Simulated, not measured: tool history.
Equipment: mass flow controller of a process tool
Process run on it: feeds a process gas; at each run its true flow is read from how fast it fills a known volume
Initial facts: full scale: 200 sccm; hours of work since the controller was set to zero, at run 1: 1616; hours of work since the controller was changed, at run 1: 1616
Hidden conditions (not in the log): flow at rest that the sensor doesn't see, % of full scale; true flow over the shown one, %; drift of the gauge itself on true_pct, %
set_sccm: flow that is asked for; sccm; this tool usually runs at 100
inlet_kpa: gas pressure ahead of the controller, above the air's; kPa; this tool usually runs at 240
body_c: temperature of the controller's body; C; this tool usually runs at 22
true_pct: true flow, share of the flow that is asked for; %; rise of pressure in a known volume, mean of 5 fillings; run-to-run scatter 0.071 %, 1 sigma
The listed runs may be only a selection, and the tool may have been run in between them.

run	day	set_sccm	inlet_kpa	body_c	hours of work since the controller was set to zero	hours of work since the controller was changed	true_pct
1	0	100	240	22	1616	1616	99.92
2	2.742	100	240	33	1667	1667	99.3
3	4.846	100	240	33	1706	1706	99.29
4	7.321	100	240	26	1753	1753	99.47
5	9.333	100	240	26	1790	1790	99.34
6	12.238	100	240	26	1844	1844	99.27
7	14.546	100	240	26	1888	1888	99.15
8	16.817	100	240	22	1930	1930	99.21
9	19.888	100	240	22	1987	1987	99.14
10	21.95	100	240	22	2026	2026	99.05
11	24.383	100	240	22	2071	2071	98.79
12	26.654	100	267	22	2114	2114	99.05
13	28.279	100	267	22	2144	2144	98.8
14	30.608	100	267	22	2188	2188	98.65
15	32.017	100	240	22	2214	2214	98.66
16	35.029	100	240	22	2270	2270	98.45
17	37.679	190	240	22	2320	2320	98.72
18	39.304	79	210	28	2350	2350	97.89
19	41.858	51	153	34	2398	2398	97.28
20	43.65	100	266	20	2431	2431	98.18
21	45.842	100	266	20	2472	2472	98.28
22	48.221	100	266	20	2517	2517	97.99
23	51.046	100	266	20	2569	2569	97.86
24	52.938	100	153	22	2605	2605	97.55
25	56.246	36	216	33	2667	2667	96.95
26	59.242	151	240	24	2722	2722	97.53
27	62.062	100	143	26	2775	2775	96.88
# day 62.25: gauge calibrated
28	64.358	106	270	22	2818	2818	99.98
29	66.662	100	240	29	2861	2861	99.48
30	69.288	100	240	29	2910	2910	99.27
31	72.171	100	240	29	2964	2964	99.1
32	73.879	126	240	29	2996	2996	99.31
33	75.212	27	192	22	3021	3021	99.17
34	78.488	62	240	22	3082	3082	99.14

Consider 4 possible next runs. They are alternatives, not a sequence: every one starts from the tool as it was left by run 34. What does each give?
A	80.5	75	240	22	3120	3120	?
B	80.5	61	277	22	3120	3120	?
C	80.5	51	165	22	3120	3120	?
D	80.5	100	185	22	3120	3120	?

run	true_pct
A	99.05
B	99.2
C	98.83
D	99.14
Without the tool's unlogged condition, the same runs would have read:
run	true_pct
A	99.8
B	99.95
C	99.58
D	99.89
